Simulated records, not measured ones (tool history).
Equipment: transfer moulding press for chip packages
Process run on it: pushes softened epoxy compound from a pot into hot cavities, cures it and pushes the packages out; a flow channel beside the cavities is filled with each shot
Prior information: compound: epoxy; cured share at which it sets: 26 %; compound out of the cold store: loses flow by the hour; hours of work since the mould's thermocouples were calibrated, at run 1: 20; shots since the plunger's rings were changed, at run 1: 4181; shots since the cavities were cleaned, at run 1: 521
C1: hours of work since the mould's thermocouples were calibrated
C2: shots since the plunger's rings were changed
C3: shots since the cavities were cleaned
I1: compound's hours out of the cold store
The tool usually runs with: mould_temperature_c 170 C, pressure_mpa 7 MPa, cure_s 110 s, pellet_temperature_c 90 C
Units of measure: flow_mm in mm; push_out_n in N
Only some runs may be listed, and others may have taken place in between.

run 1 hour=0 | mould_temperature_c=170 pressure_mpa=7 cure_s=110 pellet_temperature_c=90 | C1=20 C2=4181 C3=521 | I1=11.3 | flow_mm=794 push_out_n=739
-- hour=28.2 cavities cleaned with cleaning compound and waxed
run 2 hour=42.6 | mould_temperature_c=170 pressure_mpa=7 cure_s=110 pellet_temperature_c=90 | C1=49 C2=4634 C3=159 | I1=9.6 | flow_mm=796 push_out_n=965
run 3 hour=62.5 | mould_temperature_c=170 pressure_mpa=7 cure_s=110 pellet_temperature_c=90 | C1=63 C2=4852 C3=377 | I1=10.1 | flow_mm=794 push_out_n=889
run 4 hour=85.4 | mould_temperature_c=170 pressure_mpa=7 cure_s=110 pellet_temperature_c=90 | C1=79 C2=5104 C3=629 | I1=36.4 | flow_mm=718 push_out_n=846
-- hour=92.5 cavities cleaned with cleaning compound and waxed, once more
run 5 hour=120.1 | mould_temperature_c=170 pressure_mpa=7 cure_s=110 pellet_temperature_c=90 | C1=102 C2=5469 C3=303 | I1=31.5 | flow_mm=724 push_out_n=655
run 6 hour=159.8 | mould_temperature_c=170 pressure_mpa=7 cure_s=110 pellet_temperature_c=90 | C1=130 C2=5907 C3=741 | I1=15 | flow_mm=772 push_out_n=779
-- hour=169.6 cavities cleaned with cleaning compound and waxed
-- hour=199.6 plunger's sealing rings changed
run 7 hour=200.4 | mould_temperature_c=170 pressure_mpa=7 cure_s=110 pellet_temperature_c=90 | C1=156 C2=9 C3=312 | I1=32.4 | flow_mm=747 push_out_n=675
run 8 hour=218 | mould_temperature_c=170 pressure_mpa=7 cure_s=110 pellet_temperature_c=90 | C1=168 C2=203 C3=506 | I1=47.7 | flow_mm=704 push_out_n=701
-- hour=249.6 cavities cleaned with cleaning compound and waxed
run 9 hour=255.1 | mould_temperature_c=170 pressure_mpa=7 cure_s=110 pellet_temperature_c=90 | C1=193 C2=595 C3=61 | I1=31.4 | flow_mm=753 push_out_n=526
run 10 hour=280.3 | mould_temperature_c=170 pressure_mpa=7 cure_s=110 pellet_temperature_c=90 | C1=210 C2=872 C3=338 | I1=33.3 | flow_mm=747 push_out_n=675
run 11 hour=300.3 | mould_temperature_c=170 pressure_mpa=7 cure_s=110 pellet_temperature_c=90 | C1=224 C2=1092 C3=558 | I1=27.8 | flow_mm=758 push_out_n=765
run 12 hour=321.7 | mould_temperature_c=170 pressure_mpa=7 cure_s=110 pellet_temperature_c=90 | C1=239 C2=1327 C3=793 | I1=40 | flow_mm=726 push_out_n=772
-- hour=325.9 cavities cleaned with cleaning compound and waxed
run 13 hour=354.7 | mould_temperature_c=170 pressure_mpa=7 cure_s=110 pellet_temperature_c=90 | C1=261 C2=1674 C3=317 | I1=37.6 | flow_mm=725 push_out_n=667
run 14 hour=381 | mould_temperature_c=170 pressure_mpa=7 cure_s=147 pellet_temperature_c=90 | C1=280 C2=1963 C3=606 | I1=27.5 | flow_mm=757 push_out_n=657
-- hour=403.1 cavities cleaned with cleaning compound and waxed
run 15 hour=413.4 | mould_temperature_c=169 pressure_mpa=7 cure_s=95 pellet_temperature_c=90 | C1=301 C2=2303 C3=112 | I1=9.9 | flow_mm=812 push_out_n=739
run 16 hour=436 | mould_temperature_c=169 pressure_mpa=7.6 cure_s=131 pellet_temperature_c=95 | C1=317 C2=2553 C3=362 | I1=26.6 | flow_mm=786 push_out_n=614
run 17 hour=462.9 | mould_temperature_c=169 pressure_mpa=7.6 cure_s=131 pellet_temperature_c=95 | C1=336 C2=2849 C3=658 | I1=40.6 | flow_mm=740 push_out_n=701
-- hour=480.5 cavities cleaned with cleaning compound and waxed
run 18 hour=486.8 | mould_temperature_c=176 pressure_mpa=7.6 cure_s=130 pellet_temperature_c=95 | C1=352 C2=3095 C3=69 | I1=8.8 | flow_mm=831 push_out_n=476
run 19 hour=510.2 | mould_temperature_c=176 pressure_mpa=7.6 cure_s=130 pellet_temperature_c=95 | C1=368 C2=3353 C3=327 | I1=44.7 | flow_mm=717 push_out_n=602
run 20 hour=541.2 | mould_temperature_c=170 pressure_mpa=6.21 cure_s=96 pellet_temperature_c=90 | C1=390 C2=3694 C3=668 | I1=26.2 | flow_mm=708 push_out_n=882
-- hour=556.4 cavities cleaned with cleaning compound and waxed
run 21 hour=573.5 | mould_temperature_c=170 pressure_mpa=6.21 cure_s=96 pellet_temperature_c=90 | C1=412 C2=4033 C3=188 | I1=32.6 | flow_mm=690 push_out_n=723
run 22 hour=607.7 | mould_temperature_c=170 pressure_mpa=6.21 cure_s=96 pellet_temperature_c=90 | C1=435 C2=4410 C3=565 | I1=22.8 | flow_mm=716 push_out_n=873
-- hour=632.4 cavities cleaned with cleaning compound and waxed
run 23 hour=638.9 | mould_temperature_c=168 pressure_mpa=5.46 cure_s=136 pellet_temperature_c=89 | C1=456 C2=4736 C3=71 | I1=44.7 | flow_mm=615 push_out_n=479
run 24 hour=665.1 | mould_temperature_c=170 pressure_mpa=7.87 cure_s=121 pellet_temperature_c=95 | C1=475 C2=5025 C3=360 | I1=36.1 | flow_mm=753 push_out_n=616
run 25 hour=696.5 | mould_temperature_c=170 pressure_mpa=5.71 cure_s=96 pellet_temperature_c=95 | C1=497 C2=5370 C3=705 | I1=40.4 | flow_mm=636 push_out_n=867
-- hour=708 cavities cleaned with cleaning compound and waxed
run 26 hour=732.3 | mould_temperature_c=166 pressure_mpa=7 cure_s=110 pellet_temperature_c=93 | C1=521 C2=5748 C3=267 | I1=47.2 | flow_mm=678 push_out_n=711
run 27 hour=766.6 | mould_temperature_c=166 pressure_mpa=7 cure_s=112 pellet_temperature_c=85 | C1=545 C2=6125 C3=644 | I1=14.9 | flow_mm=779 push_out_n=829

Describe how what the log doesn't record of the tool's condition differs between the last listed run preceding each entry between runs and the first listed run following it.
Logged between run 1 and run 2: cavities cleaned with cleaning compound and waxed (hour 28.2)
  true mould temperature over the reading, C: 0.04 -> 0.1; pressure that reaches the compound, % of what is set: 94.03 -> 93.41; grip of the stained cavities, % over clean ones': 56.3 -> 91.7
  measured value less the no-hidden-state value, flow_mm: -25 -> -28 mm; push_out_n: +267 -> +461 N
Logged between run 4 and run 5: cavities cleaned with cleaning compound and waxed, once more (hour 92.5)
  true mould temperature over the reading, C: 0.16 -> 0.21; pressure that reaches the compound, % of what is set: 92.76 -> 92.21; grip of the stained cavities, % over clean ones': 76.5 -> 41.7
  measured value less the no-hidden-state value, flow_mm: -27 -> -31 mm; push_out_n: +364 -> +190 N
Logged between run 6 and run 7: cavities cleaned with cleaning compound and waxed (hour 169.6); plunger's sealing rings changed (hour 199.6)
  true mould temperature over the reading, C: 0.27 -> 0.32; pressure that reaches the compound, % of what is set: 91.66 -> 99.72; grip of the stained cavities, % over clean ones': 62.3 -> 41.5
  measured value less the no-hidden-state value, flow_mm: -35 -> -2 mm; push_out_n: +295 -> +193 N
Logged between run 8 and run 9: cavities cleaned with cleaning compound and waxed (hour 249.6)
  true mould temperature over the reading, C: 0.34 -> 0.4; pressure that reaches the compound, % of what is set: 99.47 -> 98.93; grip of the stained cavities, % over clean ones': 53.9 -> 13.5
  measured value less the no-hidden-state value, flow_mm: -2 -> -5 mm; push_out_n: +239 -> +57 N
Logged between run 12 and run 13: cavities cleaned with cleaning compound and waxed (hour 325.9)
  true mould temperature over the reading, C: 0.5 -> 0.55; pressure that reaches the compound, % of what is set: 97.93 -> 97.43; grip of the stained cavities, % over clean ones': 63 -> 41.7
  measured value less the no-hidden-state value, flow_mm: -8 -> -10 mm; push_out_n: +290 -> +189 N
Logged between run 14 and run 15: cavities cleaned with cleaning compound and waxed (hour 403.1)
  true mould temperature over the reading, C: 0.59 -> 0.64; pressure that reaches the compound, % of what is set: 97.02 -> 96.59; grip of the stained cavities, % over clean ones': 57.9 -> 18.4
  measured value less the no-hidden-state value, flow_mm: -13 -> -16 mm; push_out_n: +242 -> +89 N
Logged between run 17 and run 18: cavities cleaned with cleaning compound and waxed (hour 480.5)
  true mould temperature over the reading, C: 0.71 -> 0.74; pressure that reaches the compound, % of what is set: 95.82 -> 95.47; grip of the stained cavities, % over clean ones': 59.7 -> 13
  measured value less the no-hidden-state value, flow_mm: -17 -> -20 mm; push_out_n: +256 -> +54 N
Logged between run 20 and run 21: cavities cleaned with cleaning compound and waxed (hour 556.4)
  true mould temperature over the reading, C: 0.81 -> 0.86; pressure that reaches the compound, % of what is set: 94.66 -> 94.19; grip of the stained cavities, % over clean ones': 59.8 -> 30.6
  measured value less the no-hidden-state value, flow_mm: -21 -> -22 mm; push_out_n: +304 -> +144 N
Logged between run 22 and run 23: cavities cleaned with cleaning compound and waxed (hour 632.4)
  true mould temperature over the reading, C: 0.91 -> 0.96; pressure that reaches the compound, % of what is set: 93.7 -> 93.29; grip of the stained cavities, % over clean ones': 57.8 -> 14.1
  measured value less the no-hidden-state value, flow_mm: -25 -> -23 mm; push_out_n: +291 -> +53 N
Logged between run 25 and run 26: cavities cleaned with cleaning compound and waxed (hour 708)
  true mould temperature over the reading, C: 1.04 -> 1.1; pressure that reaches the compound, % of what is set: 92.41 -> 91.85; grip of the stained cavities, % over clean ones': 60.6 -> 39.1
  measured value less the no-hidden-state value, flow_mm: -27 -> -31 mm; push_out_n: +297 -> +170 N
